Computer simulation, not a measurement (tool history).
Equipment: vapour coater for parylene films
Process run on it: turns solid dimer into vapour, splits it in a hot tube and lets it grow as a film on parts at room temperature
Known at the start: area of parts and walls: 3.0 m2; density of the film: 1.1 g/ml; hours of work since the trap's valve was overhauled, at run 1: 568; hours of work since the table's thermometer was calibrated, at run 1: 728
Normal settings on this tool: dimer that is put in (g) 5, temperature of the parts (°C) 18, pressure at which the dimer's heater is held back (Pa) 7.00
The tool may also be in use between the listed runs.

run    hour  dimer that is put in (g)  temperature of the parts (°C)  pressure at which the dimer's heater is held back (Pa)  hours of work since the trap's valve was overhauled  hours of work since the table's thermometer was calibrated  thickness of the film (um)
  1     0.0                         5                             18                                                    7.00                                                  568                                                         728                        0.81
  2    48.8                         3                             18                                                    7.00                                                  592                                                         753                        0.50
      110.1  -- trap's valve overhauled
  3   114.0                         5                             18                                                    3.57                                                    2                                                         784                        1.06
  4   172.4                         5                             18                                                    3.57                                                   32                                                         813                        1.04
  5   197.5                         5                             18                                                    3.57                                                   44                                                         826                        1.01
  6   251.4                         5                             18                                                    3.57                                                   72                                                         853                        1.05
  7   286.6                         5                             18                                                    3.57                                                   89                                                         871                        1.04
  8   347.7                         5                             18                                                    3.57                                                  120                                                         902                        1.00
  9   405.3                         5                             18                                                    3.57                                                  149                                                         931                        0.98
 10   440.0                         5                             18                                                    3.57                                                  167                                                         949                        1.02
 11   469.2                         5                             18                                                    3.57                                                  182                                                         964                        0.97
 12   509.7                         5                             18                                                    3.57                                                  202                                                         984                        1.01
 13   561.0                         5                             18                                                    3.57                                                  228                                                        1010                        1.01
 14   619.8                         5                             18                                                    7.00                                                  258                                                        1040                        0.91
 15   666.7                         5                             11                                                    7.00                                                  282                                                        1064                        1.05
 16   699.6                         7                             18                                                    7.00                                                  298                                                        1080                        1.24
 17   737.8                         7                             18                                                    7.00                                                  318                                                        1100                        1.24
 18   780.1                         5                             18                                                    7.00                                                  339                                                        1121                        0.84
 19   833.5                         5                             18                                                    7.00                                                  366                                                        1148                        0.86
 20   872.6                         5                             18                                                    7.00                                                  386                                                        1168                        0.83
 21   900.1                         5                             18                                                    7.00                                                  400                                                        1182                        0.84
 22   946.5                         5                             18                                                    7.00                                                  423                                                        1205                        0.85
 23   985.2                         5                             18                                                    7.00                                                  443                                                        1225                        0.84
 24  1045.3                         8                             18                                                    3.28                                                  473                                                        1255                        1.50
 25  1073.9                         8                             18                                                    3.17                                                  488                                                        1270                        1.49
 26  1105.6                         4                             12                                                    6.05                                                  504                                                        1286                        0.79
 27  1157.9                         3                             12                                                    6.05                                                  530                                                        1312                        0.59
 28  1207.5                         3                             12                                                    6.05                                                  556                                                        1337                        0.57
 29  1250.3                         2                             18                                                    9.04                                                  577                                                        1359                        0.32
 30  1307.3                         2                             18                                                    9.04                                                  606                                                        1388                        0.30
     1339.5  -- trap's valve overhauled
 31  1341.5                         5                             25                                                    7.40                                                    1                                                        1403                        0.79
 32  1400.9                         5                             25                                                    7.40                                                   31                                                        1433                        0.80
 33  1458.1                         5                             12                                                    6.80                                                   60                                                        1462                        1.11
 34  1493.3                         4                             16                                                    7.10                                                   78                                                        1480                        0.81
 35  1519.4                         6                             16                                                   11.05                                                   91                                                        1493                        1.11
 36  1552.9                         9                             18                                                    7.00                                                  108                                                        1510                        1.69
 37  1607.4                         9                             18                                                    7.00                                                  136                                                        1538                        1.69
 38  1649.3                         9                             11                                                    3.54                                                  157                                                        1559                        2.15
 39  1708.7                         2                             22                                                    3.83                                                  187                                                        1589                        0.36
 40  1753.4                         2                             22                                                    3.83                                                  210                                                        1612                        0.34
 41  1782.8                         4                             13                                                    9.08                                                  224                                                        1627                        0.75
 42  1810.9                         4                             13                                                    9.08                                                  239                                                        1641                        0.78
 43  1853.9                         5                             15                                                    7.00                                                  260                                                        1663                        0.96
 44  1910.3                         8                             18                                                    7.94                                                  289                                                        1691                        1.40
     1966.1  -- table's thermometer calibrated
 45  1968.3                         5                             18                                                   10.76                                                  318                                                           1                        0.80
 46  2026.1                         7                             18                                                    2.55                                                  347                                                          30                        1.36

The logged runs with the hidden state left out (each run's random variation unchanged):
Hidden conditions of the tool in this case: vapour lost through the trap's worn valve, %; true temperature of the parts over the reading, C; drift of the gauge itself on film_um, %.
run  thickness of the film (um)
  1                        0.92
  2                        0.58
  3                        1.05
  4                        1.04
  5                        1.02
  6                        1.06
  7                        1.05
  8                        1.02
  9                        1.01
 10                        1.05
 11                        1.00
 12                        1.05
 13                        1.05
 14                        0.96
 15                        1.11
 16                        1.31
 17                        1.32
 18                        0.90
 19                        0.93
 20                        0.90
 21                        0.91
 22                        0.93
 23                        0.93
 24                        1.67
 25                        1.67
 26                        0.88
 27                        0.67
 28                        0.65
 29                        0.37
 30                        0.35
 31                        0.77
 32                        0.78
 33                        1.09
 34                        0.80
 35                        1.10
 36                        1.69
 37                        1.70
 38                        2.17
 39                        0.37
 40                        0.35
 41                        0.77
 42                        0.80
 43                        0.99
 44                        1.45
 45                        0.86
 46                        1.48

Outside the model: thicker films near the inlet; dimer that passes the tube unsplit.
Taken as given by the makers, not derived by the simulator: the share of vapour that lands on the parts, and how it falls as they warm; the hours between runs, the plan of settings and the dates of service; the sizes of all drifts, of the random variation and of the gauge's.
